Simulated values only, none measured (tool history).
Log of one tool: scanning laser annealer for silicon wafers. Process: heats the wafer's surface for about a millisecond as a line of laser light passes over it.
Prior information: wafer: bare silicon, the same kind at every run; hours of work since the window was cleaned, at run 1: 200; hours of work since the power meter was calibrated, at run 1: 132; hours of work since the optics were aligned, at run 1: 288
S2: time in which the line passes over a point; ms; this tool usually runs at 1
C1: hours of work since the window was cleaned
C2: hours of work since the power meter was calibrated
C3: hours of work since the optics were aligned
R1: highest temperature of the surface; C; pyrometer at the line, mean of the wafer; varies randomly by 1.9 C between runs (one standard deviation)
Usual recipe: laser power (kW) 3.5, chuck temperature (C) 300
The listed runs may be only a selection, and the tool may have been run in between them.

{"run": 1, "hour": 0.0, "laser power (kW)": 3.5, "S2": 1, "chuck temperature (C)": 300, "C1": 200, "C2": 132, "C3": 288, "R1": 1073}
{"run": 2, "hour": 5.0, "laser power (kW)": 3.5, "S2": 1, "chuck temperature (C)": 300, "C1": 204, "C2": 136, "C3": 292, "R1": 1068}
{"run": 3, "hour": 16.4, "laser power (kW)": 3.5, "S2": 1, "chuck temperature (C)": 300, "C1": 212, "C2": 144, "C3": 300, "R1": 1068}
{"run": 4, "hour": 24.1, "laser power (kW)": 3.5, "S2": 1, "chuck temperature (C)": 300, "C1": 218, "C2": 150, "C3": 306, "R1": 1074}
{"run": 5, "hour": 29.0, "laser power (kW)": 3.51, "S2": 1, "chuck temperature (C)": 300, "C1": 222, "C2": 153, "C3": 310, "R1": 1072}
{"run": 6, "hour": 39.9, "laser power (kW)": 3.51, "S2": 1, "chuck temperature (C)": 300, "C1": 229, "C2": 161, "C3": 318, "R1": 1070}
{"run": 7, "hour": 44.9, "laser power (kW)": 3.51, "S2": 1, "chuck temperature (C)": 300, "C1": 233, "C2": 165, "C3": 321, "R1": 1071}

For run 8, what comes out?
{"run": 8, "hour": 51.0, "laser power (kW)": 3.595, "S2": 1.22, "chuck temperature (C)": 300, "C1": 238, "C2": 170, "C3": 326, "R1": "?"}

Run 8 yielded R1 1175 C.
Minus the tool's unlogged condition, the same run would have read R1 1197 C.

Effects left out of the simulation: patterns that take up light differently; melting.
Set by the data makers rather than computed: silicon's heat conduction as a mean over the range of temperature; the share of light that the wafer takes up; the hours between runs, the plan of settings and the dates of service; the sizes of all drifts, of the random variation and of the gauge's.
